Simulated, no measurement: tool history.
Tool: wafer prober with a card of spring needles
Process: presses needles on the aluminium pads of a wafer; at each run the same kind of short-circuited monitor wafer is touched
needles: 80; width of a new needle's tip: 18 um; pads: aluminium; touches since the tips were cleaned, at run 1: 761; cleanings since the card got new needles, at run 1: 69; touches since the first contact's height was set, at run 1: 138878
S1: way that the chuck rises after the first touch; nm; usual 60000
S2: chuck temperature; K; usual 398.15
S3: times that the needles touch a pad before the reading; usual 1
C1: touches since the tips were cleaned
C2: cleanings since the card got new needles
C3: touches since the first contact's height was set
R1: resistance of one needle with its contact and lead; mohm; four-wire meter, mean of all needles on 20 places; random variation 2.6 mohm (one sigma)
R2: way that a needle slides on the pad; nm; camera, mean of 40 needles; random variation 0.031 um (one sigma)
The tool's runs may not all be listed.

{"run": 1, "hour": 0.0, "S1": 60000, "S2": 398.15, "S3": 1, "C1": 761, "C2": 69, "C3": 138878, "R1": 293, "R2": 8990}
{"hour": 8.8, "done": "tips cleaned on abrasive film"}
{"run": 2, "hour": 12.1, "S1": 60000, "S2": 398.15, "S3": 1, "C1": 2061, "C2": 70, "C3": 146368, "R1": 294, "R2": 8940}
{"hour": 18.6, "done": "tips cleaned on abrasive film"}
{"hour": 29.8, "done": "tips cleaned on abrasive film"}
{"run": 3, "hour": 36.5, "S1": 60000, "S2": 398.15, "S3": 2, "C1": 4192, "C2": 72, "C3": 161532, "R1": 295, "R2": 9000}
{"hour": 40.5, "done": "tips cleaned on abrasive film"}
{"hour": 49.1, "done": "height of the first contact set anew"}
{"hour": 51.5, "done": "tips cleaned on abrasive film"}
{"run": 4, "hour": 51.5, "S1": 60000, "S2": 398.15, "S3": 1, "C1": 0, "C2": 74, "C3": 1425, "R1": 294, "R2": 8990}
{"hour": 63.0, "done": "tips cleaned on abrasive film"}
{"run": 5, "hour": 64.1, "S1": 60000, "S2": 398.15, "S3": 1, "C1": 701, "C2": 75, "C3": 9264, "R1": 296, "R2": 8950}
{"hour": 72.9, "done": "tips cleaned on abrasive film"}
{"hour": 84.5, "done": "tips cleaned on abrasive film"}
{"run": 6, "hour": 90.2, "S1": 60000, "S2": 398.15, "S3": 1, "C1": 3556, "C2": 77, "C3": 25456, "R1": 296, "R2": 9020}
{"hour": 96.2, "done": "tips cleaned on abrasive film"}
{"hour": 107.5, "done": "tips cleaned on abrasive film"}
{"run": 7, "hour": 107.5, "S1": 60000, "S2": 360.15, "S3": 1, "C1": 0, "C2": 79, "C3": 36165, "R1": 283, "R2": 8990}
{"hour": 118.9, "done": "tips cleaned on abrasive film"}
{"run": 8, "hour": 122.8, "S1": 60000, "S2": 360.15, "S3": 1, "C1": 2464, "C2": 80, "C3": 45662, "R1": 285, "R2": 8990}
{"hour": 130.4, "done": "tips cleaned on abrasive film"}
{"hour": 140.3, "done": "tips cleaned on abrasive film"}
{"run": 9, "hour": 142.8, "S1": 60000, "S2": 398.15, "S3": 1, "C1": 1549, "C2": 82, "C3": 58057, "R1": 296, "R2": 8980}
{"hour": 151.1, "done": "tips cleaned on abrasive film"}
{"run": 10, "hour": 155.6, "S1": 46000, "S2": 398.15, "S3": 1, "C1": 2815, "C2": 83, "C3": 65991, "R1": 312, "R2": 6940}
{"hour": 162.2, "done": "tips cleaned on abrasive film"}
{"hour": 172.6, "done": "tips cleaned on abrasive film"}
{"run": 11, "hour": 182.0, "S1": 48000, "S2": 305.15, "S3": 1, "C1": 5878, "C2": 85, "C3": 82424, "R1": 273, "R2": 7110}
{"hour": 183.7, "done": "tips cleaned on abrasive film"}
{"hour": 195.5, "done": "tips cleaned on abrasive film"}
{"run": 12, "hour": 203.4, "S1": 69000, "S2": 305.15, "S3": 1, "C1": 4969, "C2": 87, "C3": 95679, "R1": 263, "R2": 10250}
{"hour": 205.1, "done": "tips cleaned on abrasive film"}
{"hour": 215.9, "done": "tips cleaned on abrasive film"}
{"run": 13, "hour": 221.2, "S1": 57000, "S2": 329.15, "S3": 1, "C1": 3342, "C2": 89, "C3": 106698, "R1": 274, "R2": 8530}
{"hour": 225.9, "done": "tips cleaned on abrasive film"}
{"run": 14, "hour": 233.6, "S1": 57000, "S2": 306.15, "S3": 1, "C1": 4830, "C2": 90, "C3": 114382, "R1": 269, "R2": 8490}
{"hour": 236.7, "done": "tips cleaned on abrasive film"}
{"hour": 247.2, "done": "tips cleaned on abrasive film"}
{"run": 15, "hour": 249.9, "S1": 48000, "S2": 298.15, "S3": 1, "C1": 1669, "C2": 92, "C3": 124461, "R1": 272, "R2": 7240}
{"hour": 258.4, "done": "tips cleaned on abrasive film"}
{"hour": 269.4, "done": "tips cleaned on abrasive film"}
{"run": 16, "hour": 269.4, "S1": 48000, "S2": 298.15, "S3": 1, "C1": 0, "C2": 94, "C3": 136558, "R1": 273, "R2": 7170}
{"hour": 279.1, "done": "tips cleaned on abrasive film"}
{"hour": 290.0, "done": "tips cleaned on abrasive film"}
{"run": 17, "hour": 290.2, "S1": 56000, "S2": 327.15, "S3": 2, "C1": 174, "C2": 96, "C3": 149476, "R1": 274, "R2": 8430}
{"hour": 300.1, "done": "tips cleaned on abrasive film"}
{"hour": 310.4, "done": "tips cleaned on abrasive film"}
{"run": 18, "hour": 314.3, "S1": 56000, "S2": 327.15, "S3": 2, "C1": 2418, "C2": 98, "C3": 164416, "R1": 280, "R2": 8330}
{"hour": 321.5, "done": "tips cleaned on abrasive film"}
{"hour": 323.5, "done": "height of the first contact set anew"}
{"hour": 331.5, "done": "tips cleaned on abrasive film"}
{"run": 19, "hour": 337.1, "S1": 44000, "S2": 299.15, "S3": 1, "C1": 3540, "C2": 100, "C3": 8455, "R1": 277, "R2": 6590}

4 ways to go on from here, each from the tool as it stands after run 19. What would each give?
{"hour": 341.2, "done": "tips cleaned on abrasive film"}
{"hour": 351.4, "done": "tips cleaned on abrasive film"}
{"run": "A", "hour": 351.8, "S1": 44000, "S2": 299.15, "S3": 1, "C1": 213, "C2": 102, "C3": 17487, "R1": "?", "R2": "?"}
{"hour": 341.2, "done": "tips cleaned on abrasive film"}
{"hour": 351.4, "done": "tips cleaned on abrasive film"}
{"run": "B", "hour": 351.8, "S1": 60000, "S2": 299.15, "S3": 2, "C1": 213, "C2": 102, "C3": 17487, "R1": "?", "R2": "?"}
{"hour": 341.2, "done": "tips cleaned on abrasive film"}
{"hour": 351.4, "done": "tips cleaned on abrasive film"}
{"run": "C", "hour": 351.8, "S1": 51000, "S2": 355.15, "S3": 3, "C1": 213, "C2": 102, "C3": 17487, "R1": "?", "R2": "?"}
{"hour": 341.2, "done": "tips cleaned on abrasive film"}
{"hour": 351.4, "done": "tips cleaned on abrasive film"}
{"run": "D", "hour": 351.8, "S1": 44000, "S2": 305.15, "S3": 2, "C1": 213, "C2": 102, "C3": 17487, "R1": "?", "R2": "?"}

run=A R1=271 R2=6600
run=B R1=258 R2=8980
run=C R1=288 R2=7640
run=D R1=277 R2=6620
Without the tool's hidden state the same runs would have given:
run=A R1=271 R2=6600
run=B R1=258 R2=8980
run=C R1=288 R2=7650
run=D R1=277 R2=6620
